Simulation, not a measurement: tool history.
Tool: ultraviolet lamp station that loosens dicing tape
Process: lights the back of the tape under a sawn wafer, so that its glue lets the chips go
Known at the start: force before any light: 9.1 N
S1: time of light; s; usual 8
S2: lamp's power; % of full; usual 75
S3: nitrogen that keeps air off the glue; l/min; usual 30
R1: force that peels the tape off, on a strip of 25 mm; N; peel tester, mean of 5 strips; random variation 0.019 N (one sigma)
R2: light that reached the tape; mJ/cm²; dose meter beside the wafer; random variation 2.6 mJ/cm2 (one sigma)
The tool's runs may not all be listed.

run   hour  S1  S2  S3     R1   R2
  1    0.0   8  75  30  0.901  336
  2   16.6   8  75  34  0.827  334
  3   29.8   8  75  30  0.889  335
  4   56.7   8  73  30  0.925  325
  5   79.8   8  73  30  0.918  326
  6  101.4   8  73  30  0.931  327

Run 7 comes next. What will it give?
  7  115.7   8  75  30   ?   ?

{"run 7": {"R1": 0.917, "R2": 335}}
Without the tool's hidden state the same run would have given R1 0.916 N, R2 335 mJ/cm².

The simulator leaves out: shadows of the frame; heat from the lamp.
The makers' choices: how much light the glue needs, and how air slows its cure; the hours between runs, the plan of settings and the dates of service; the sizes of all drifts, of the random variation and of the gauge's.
